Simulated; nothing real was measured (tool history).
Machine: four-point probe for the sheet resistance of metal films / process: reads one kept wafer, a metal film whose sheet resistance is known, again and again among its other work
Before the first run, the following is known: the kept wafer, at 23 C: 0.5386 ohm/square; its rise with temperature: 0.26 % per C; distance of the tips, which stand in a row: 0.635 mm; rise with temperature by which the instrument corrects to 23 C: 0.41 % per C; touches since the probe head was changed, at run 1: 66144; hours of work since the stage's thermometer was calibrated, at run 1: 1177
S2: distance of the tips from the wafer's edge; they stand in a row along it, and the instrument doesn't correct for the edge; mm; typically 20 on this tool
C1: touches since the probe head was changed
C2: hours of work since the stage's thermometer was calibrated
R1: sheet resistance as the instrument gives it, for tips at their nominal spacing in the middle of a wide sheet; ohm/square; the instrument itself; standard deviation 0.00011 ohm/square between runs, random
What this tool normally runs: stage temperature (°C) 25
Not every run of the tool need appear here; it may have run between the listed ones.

run 1 hour=0 | stage_temperature_(°C)=25 S2=20 | C1=66144 C2=1177 | R1=0.53728
run 2 hour=100.2 | stage_temperature_(°C)=25 S2=20 | C1=70800 C2=1240 | R1=0.537148
run 3 hour=185.8 | stage_temperature_(°C)=25 S2=20 | C1=74778 C2=1293 | R1=0.537053
run 4 hour=281.8 | stage_temperature_(°C)=25 S2=20 | C1=79239 C2=1354 | R1=0.537254
run 5 hour=385.1 | stage_temperature_(°C)=25 S2=20 | C1=84045 C2=1419 | R1=0.537343
run 6 hour=442.5 | stage_temperature_(°C)=25 S2=20 | C1=86710 C2=1455 | R1=0.537288
run 7 hour=538.2 | stage_temperature_(°C)=25 S2=10 | C1=91157 C2=1515 | R1=0.538149
run 8 hour=625.2 | stage_temperature_(°C)=25 S2=20 | C1=95203 C2=1569 | R1=0.537337
run 9 hour=711.6 | stage_temperature_(°C)=25 S2=20 | C1=99217 C2=1624 | R1=0.537223
run 10 hour=778 | stage_temperature_(°C)=25 S2=20 | C1=102304 C2=1665 | R1=0.537322
run 11 hour=888.9 | stage_temperature_(°C)=25 S2=20 | C1=107461 C2=1735 | R1=0.537084
run 12 hour=934.4 | stage_temperature_(°C)=25 S2=20 | C1=109572 C2=1763 | R1=0.537275
run 13 hour=999.7 | stage_temperature_(°C)=25 S2=20 | C1=112607 C2=1804 | R1=0.537352
run 14 hour=1085.9 | stage_temperature_(°C)=25 S2=20 | C1=116618 C2=1859 | R1=0.537163
run 15 hour=1184.5 | stage_temperature_(°C)=24 S2=20 | C1=121198 C2=1921 | R1=0.538011
run 16 hour=1240 | stage_temperature_(°C)=25 S2=20 | C1=123780 C2=1955 | R1=0.537356
run 17 hour=1320.1 | stage_temperature_(°C)=25 S2=20 | C1=127501 C2=2006 | R1=0.537127
run 18 hour=1424.7 | stage_temperature_(°C)=25 S2=20 | C1=132365 C2=2071 | R1=0.537186
run 19 hour=1476 | stage_temperature_(°C)=25 S2=20 | C1=134750 C2=2104 | R1=0.537283
run 20 hour=1526.8 | stage_temperature_(°C)=25 S2=20 | C1=137107 C2=2135 | R1=0.537162
run 21 hour=1634.6 | stage_temperature_(°C)=25 S2=6 | C1=142118 C2=2203 | R1=0.540267
run 22 hour=1736.4 | stage_temperature_(°C)=25 S2=16 | C1=146853 C2=2267 | R1=0.537447
run 23 hour=1832.4 | stage_temperature_(°C)=25 S2=16 | C1=151313 C2=2327 | R1=0.537461
run 24 hour=1903 | stage_temperature_(°C)=21 S2=4 | C1=154596 C2=2372 | R1=0.547574

The next listed run, before its measurement:
run 25 hour=1997.4 | stage_temperature_(°C)=21 S2=4 | C1=158981 C2=2431 | R1=?

R1: 0.547478 ohm/square
With no hidden state in the tool, this same run would have given R1 0.547498 ohm/square.

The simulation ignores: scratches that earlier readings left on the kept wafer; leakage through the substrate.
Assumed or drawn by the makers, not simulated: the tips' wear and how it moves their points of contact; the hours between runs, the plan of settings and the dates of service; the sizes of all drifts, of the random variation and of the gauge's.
